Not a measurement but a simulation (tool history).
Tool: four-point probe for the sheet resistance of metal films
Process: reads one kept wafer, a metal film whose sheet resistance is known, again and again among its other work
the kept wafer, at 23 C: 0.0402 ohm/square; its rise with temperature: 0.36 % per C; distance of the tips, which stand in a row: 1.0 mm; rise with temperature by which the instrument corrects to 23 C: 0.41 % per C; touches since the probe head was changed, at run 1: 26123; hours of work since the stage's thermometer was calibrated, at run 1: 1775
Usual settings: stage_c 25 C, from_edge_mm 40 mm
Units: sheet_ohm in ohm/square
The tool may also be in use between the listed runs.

| run | hour | stage_c | from_edge_mm | touches since the probe head was changed | hours of work since the stage's thermometer was calibrated | sheet_ohm |
|---|---|---|---|---|---|---|
| 1 | 0.0 | 25 | 40 | 26123 | 1775 | 0.040167 |
| 2 | 15.4 | 33 | 40 | 26715 | 1785 | 0.040013 |
| 3 | 23.8 | 33 | 40 | 27036 | 1790 | 0.040012 |
| 4 | 38.4 | 33 | 40 | 27598 | 1800 | 0.040010 |
| 5 | 47.3 | 22 | 40 | 27941 | 1805 | 0.040226 |
| 6 | 57.9 | 22 | 40 | 28346 | 1812 | 0.040251 |
| 7 | 69.3 | 22 | 40 | 28782 | 1819 | 0.040234 |
| 8 | 83.7 | 22 | 13 | 29338 | 1829 | 0.040340 |
| 9 | 90.8 | 25 | 40 | 29611 | 1833 | 0.040167 |
| 10 | 99.5 | 25 | 21 | 29945 | 1839 | 0.040208 |
| 11 | 115.3 | 25 | 40 | 30551 | 1849 | 0.040174 |
| 12 | 129.1 | 25 | 40 | 31079 | 1858 | 0.040176 |
| 13 | 144.4 | 25 | 37 | 31667 | 1868 | 0.040185 |
| 14 | 157.2 | 25 | 37 | 32159 | 1876 | 0.040156 |
| 15 | 172.9 | 25 | 37 | 32763 | 1886 | 0.040168 |
| 16 | 188.8 | 25 | 37 | 33373 | 1896 | 0.040168 |
| 17 | 204.2 | 25 | 37 | 33963 | 1906 | 0.040189 |
| 18 | 219.3 | 25 | 37 | 34542 | 1916 | 0.040174 |
| 19 | 227.1 | 25 | 40 | 34844 | 1921 | 0.040174 |
| 20 | 238.3 | 33 | 40 | 35275 | 1928 | 0.040008 |
| 21 | 254.4 | 33 | 40 | 35890 | 1938 | 0.040024 |
| 22 | 267.0 | 33 | 40 | 36376 | 1947 | 0.040017 |
| 23 | 281.2 | 33 | 40 | 36921 | 1956 | 0.040025 |
| 24 | 293.0 | 23 | 9 | 37373 | 1963 | 0.040446 |
| 25 | 300.4 | 18 | 9 | 37658 | 1968 | 0.040562 |
| 26 | 308.3 | 34 | 41 | 37961 | 1973 | 0.039993 |
| 27 | 317.0 | 29 | 31 | 38294 | 1979 | 0.040114 |
| 28 | 324.4 | 29 | 31 | 38579 | 1983 | 0.040106 |
| 29 | 340.7 | 19 | 4 | 39207 | 1994 | 0.041586 |
| 30 | 354.9 | 24 | 40 | 39752 | 2003 | 0.040200 |
| 31 | 365.3 | 26 | 6 | 40151 | 2010 | 0.040724 |
| 32 | 379.6 | 23 | 8 | 40698 | 2019 | 0.040537 |
| 33 | 388.9 | 35 | 13 | 41055 | 2025 | 0.040089 |
| 34 | 402.6 | 24 | 31 | 41582 | 2034 | 0.040204 |
| 35 | 415.9 | 24 | 31 | 42093 | 2042 | 0.040190 |
| 36 | 428.8 | 34 | 30 | 42588 | 2050 | 0.039999 |
| 37 | 439.2 | 23 | 24 | 42986 | 2057 | 0.040242 |
| 38 | 446.1 | 33 | 13 | 43254 | 2062 | 0.040131 |
| 39 | 453.8 | 33 | 6 | 43548 | 2066 | 0.040599 |
| 40 | 462.7 | 33 | 6 | 43891 | 2072 | 0.040603 |
| 41 | 472.6 | 33 | 6 | 44268 | 2079 | 0.040588 |
| 42 | 487.2 | 33 | 6 | 44830 | 2088 | 0.040604 |
|  | 503.2 | stage's thermometer calibrated |
| 43 | 503.5 | 27 | 6 | 45439 | 0 | 0.040699 |
| 44 | 518.9 | 35 | 42 | 46031 | 10 | 0.040010 |
| 45 | 528.7 | 23 | 55 | 46407 | 16 | 0.040199 |

How the hidden state differs across the entries between the runs, from the last listed run before each to the first after it:
Between runs 42 and 43: stage's thermometer calibrated (hour 503.2)
  wafer's true temperature over the reading, C: -0.01 -> 0
